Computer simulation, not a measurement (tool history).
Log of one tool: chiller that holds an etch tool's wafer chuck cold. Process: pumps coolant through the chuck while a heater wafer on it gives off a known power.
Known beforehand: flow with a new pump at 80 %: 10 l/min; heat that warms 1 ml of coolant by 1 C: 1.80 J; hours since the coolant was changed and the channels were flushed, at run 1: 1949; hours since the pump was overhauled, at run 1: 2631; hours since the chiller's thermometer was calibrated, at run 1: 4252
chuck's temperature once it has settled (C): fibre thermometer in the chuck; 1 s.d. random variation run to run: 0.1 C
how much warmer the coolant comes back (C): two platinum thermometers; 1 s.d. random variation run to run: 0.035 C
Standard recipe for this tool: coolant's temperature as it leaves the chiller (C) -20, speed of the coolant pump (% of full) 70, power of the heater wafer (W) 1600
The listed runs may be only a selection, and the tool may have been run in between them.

| run | hour | coolant's temperature as it leaves the chiller (C) | speed of the coolant pump (% of full) | power of the heater wafer (W) | hours since the coolant was changed and the channels were flushed | hours since the pump was overhauled | hours since the chiller's thermometer was calibrated | chuck's temperature once it has settled (C) | how much warmer the coolant comes back (C) |
|---|---|---|---|---|---|---|---|---|---|
| 1 | 0 | -20 | 70 | 1600 | 1949 | 2631 | 4252 | -7.1 | 6.1 |
| 2 | 97.3 | -20 | 70 | 877 | 2046 | 2728 | 4349 | -12.9 | 3.32 |
| 3 | 210.3 | -13 | 70 | 877 | 2159 | 2841 | 4462 | -6.1 | 3.37 |
| 4 | 331.9 | -20 | 70 | 1600 | 2280 | 2963 | 4584 | -7.1 | 6.02 |
| 5 | 423.7 | -28 | 70 | 1600 | 2372 | 3054 | 4676 | -15.3 | 6.03 |
| 6 | 551.1 | -28 | 70 | 1600 | 2500 | 3182 | 4803 | -15.3 | 6.05 |
|  | 565.6 | chiller's thermometer calibrated |
| 7 | 700.7 | -28 | 70 | 1600 | 2648 | 3331 | 135 | -15.4 | 6.02 |
| 8 | 858.4 | -28 | 70 | 1600 | 2806 | 3488 | 293 | -15.2 | 5.95 |
| 9 | 1019.9 | -28 | 70 | 1600 | 2967 | 3650 | 454 | -15.1 | 5.97 |
| 10 | 1118.7 | -27 | 64 | 2325 | 3066 | 3748 | 553 | -7.2 | 9.61 |
| 11 | 1267.4 | -20 | 73 | 1859 | 3215 | 3897 | 702 | -5.5 | 6.65 |
| 12 | 1371 | -20 | 70 | 1110 | 3319 | 4001 | 805 | -11.1 | 4.05 |
| 13 | 1451.6 | -20 | 71 | 1177 | 3399 | 4081 | 886 | -10.8 | 4.19 |
| 14 | 1626 | -20 | 94 | 2368 | 3574 | 4256 | 1060 | -4.5 | 6.45 |
| 15 | 1709.2 | -24 | 71 | 1169 | 3657 | 4339 | 1144 | -14.6 | 4.1 |
| 16 | 1796.8 | -25 | 74 | 1008 | 3744 | 4427 | 1231 | -17.2 | 3.38 |

What if the next run were any one of these 5? Each begins from the tool's condition after run 16:
| A | 1902.8 | -29 | 80 | 1079 | 3850 | 4533 | 1337 | ? | ? |
| B | 1902.8 | -10 | 66 | 1230 | 3850 | 4533 | 1337 | ? | ? |
| C | 1902.8 | -20 | 70 | 1895 | 3850 | 4533 | 1337 | ? | ? |
| D | 1902.8 | -19 | 83 | 1600 | 3850 | 4533 | 1337 | ? | ? |
| E | 1902.8 | -29 | 84 | 820 | 3850 | 4533 | 1337 | ? | ? |

| run | chuck's temperature once it has settled (C) | how much warmer the coolant comes back (C) |
|---|---|---|
| A | -21.2 | 3.31 |
| B | 0.2 | 4.7 |
| C | -4.9 | 6.94 |
| D | -7.6 | 4.81 |
| E | -23.4 | 2.25 |
Without the tool's unlogged condition, the same runs would have read:
| run | chuck's temperature once it has settled (C) | how much warmer the coolant comes back (C) |
|---|---|---|
| A | -21.2 | 3.6 |
| B | 0.2 | 5 |
| C | -5 | 7.23 |
| D | -7.6 | 5.1 |
| E | -23.4 | 2.55 |

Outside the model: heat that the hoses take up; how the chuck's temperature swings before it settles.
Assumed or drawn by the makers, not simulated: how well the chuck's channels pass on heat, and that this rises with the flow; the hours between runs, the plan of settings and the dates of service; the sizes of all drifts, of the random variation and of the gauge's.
